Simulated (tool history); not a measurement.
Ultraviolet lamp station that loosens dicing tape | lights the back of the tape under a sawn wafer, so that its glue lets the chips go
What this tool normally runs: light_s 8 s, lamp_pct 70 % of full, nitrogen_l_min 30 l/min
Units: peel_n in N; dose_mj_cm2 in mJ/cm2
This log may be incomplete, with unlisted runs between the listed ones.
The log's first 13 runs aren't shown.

run   hour  light_s  lamp_pct  nitrogen_l_min  peel_n  dose_mj_cm2
 14   84.7        8        70              30   0.770          230
 15   93.4        8        70              30   0.719          233
 16  100.0        8        70              30   0.729          233
 17  107.6        8        67              30   0.821          224
 18  115.7        8        67              30   0.831          218
 19  122.0        9        66              12   1.252          244
 20  129.8        9        75              30   0.527          275
 21  138.9        8        98              14   0.756          323
 22  144.7        8        82              17   0.894          269
 23  151.7        8        82              17   0.882          266
 24  155.5        7        82              19   1.027          230
 25  162.9       12        82              19   0.388          391
 26  167.6        6        98              23   0.847          236
 27  171.6        8        61              24   1.142          190
 28  180.8       10        61              24   0.798          243
 29  186.4       10        61              24   0.792          243
 30  191.8        8        89              13   0.976          278
 31  197.7        6        85              18   1.243          197
 32  204.0       16        85              18   0.200          536
 33  213.6       16        85              10   0.364          529

3 options for the next run, each taken on its own from the tool as it stands now. Forecast them:
  A  220.8        5        62              23       ?            ?
  B  220.8       14        85              10       ?            ?
  C  220.8       11        70              30       ?            ?

run  peel_n  dose_mj_cm2
  A   1.948          119
  B   0.489          463
  C   0.453          302
With no hidden state in the tool, these same runs would have given:
run  peel_n  dose_mj_cm2
  A   1.614          145
  B   0.323          563
  C   0.298          367
